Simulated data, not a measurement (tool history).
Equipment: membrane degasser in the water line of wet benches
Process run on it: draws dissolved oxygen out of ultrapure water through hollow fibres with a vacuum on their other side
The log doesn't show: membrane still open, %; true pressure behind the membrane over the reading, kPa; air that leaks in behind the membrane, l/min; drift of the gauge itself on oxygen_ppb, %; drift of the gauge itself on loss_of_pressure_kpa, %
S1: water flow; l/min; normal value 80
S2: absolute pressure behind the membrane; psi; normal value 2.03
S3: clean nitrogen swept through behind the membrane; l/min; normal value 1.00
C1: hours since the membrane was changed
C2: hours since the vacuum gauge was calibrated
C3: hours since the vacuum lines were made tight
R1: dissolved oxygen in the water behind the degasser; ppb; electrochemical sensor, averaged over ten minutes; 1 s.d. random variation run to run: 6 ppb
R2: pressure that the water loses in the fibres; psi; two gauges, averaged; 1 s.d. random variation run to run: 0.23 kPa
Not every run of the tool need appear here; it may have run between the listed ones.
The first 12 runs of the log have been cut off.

run 13 hour=2978.5 | S1=94 S2=1.51 S3=2.42 | C1=4174 C2=4174 C3=1510 | R1=863.6 R2=9.651
run 14 hour=3253.2 | S1=120 S2=2.03 S3=1.00 | C1=4449 C2=4449 C3=1784 | R1=2009.5 R2=12.369
run 15 hour=3581.6 | S1=120 S2=2.03 S3=1.00 | C1=4777 C2=4777 C3=2113 | R1=1990.5 R2=12.350
run 16 hour=3909.2 | S1=120 S2=2.03 S3=1.00 | C1=5105 C2=5105 C3=2440 | R1=2004.2 R2=12.391
run 17 hour=4076.2 | S1=80 S2=2.03 S3=0.99 | C1=5272 C2=5272 C3=2607 | R1=1516.7 R2=8.219
run 18 hour=4344.8 | S1=97 S2=1.45 S3=0.99 | C1=5540 C2=5540 C3=2876 | R1=1289.3 R2=10.037
-- hour=4392.3 vacuum gauge calibrated
run 19 hour=4593.6 | S1=96 S2=2.90 S3=0.99 | C1=5788 C2=201 C3=3124 | R1=2340.4 R2=9.894
run 20 hour=4810.4 | S1=80 S2=1.29 S3=2.76 | C1=6005 C2=418 C3=3341 | R1=606.0 R2=8.293
run 21 hour=5083.9 | S1=80 S2=1.29 S3=2.76 | C1=6279 C2=692 C3=3615 | R1=605.1 R2=8.286
run 22 hour=5315.3 | S1=80 S2=1.29 S3=2.76 | C1=6510 C2=923 C3=3846 | R1=607.2 R2=8.269
run 23 hour=5546.2 | S1=61 S2=2.03 S3=1.00 | C1=6741 C2=1154 C3=4077 | R1=1224.6 R2=6.309
run 24 hour=5686.0 | S1=71 S2=1.39 S3=2.21 | C1=6881 C2=1294 C3=4217 | R1=629.8 R2=7.380
run 25 hour=5969.3 | S1=98 S2=1.39 S3=2.74 | C1=7164 C2=1577 C3=4500 | R1=809.0 R2=10.166
run 26 hour=6255.6 | S1=98 S2=1.39 S3=2.74 | C1=7450 C2=1863 C3=4786 | R1=809.9 R2=10.192
run 27 hour=6444.1 | S1=93 S2=1.51 S3=1.62 | C1=7639 C2=2052 C3=4975 | R1=1035.9 R2=9.606

Forecast run 28:
run 28 hour=6752.0 | S1=93 S2=1.51 S3=1.62 | C1=7947 C2=2360 C3=5283 | R1=? R2=?

R1: 1036.6 ppb
R2: 9.610 psi
Minus the tool's unlogged condition, the same run would have read R1 1009.5 ppb, R2 9.438 psi.
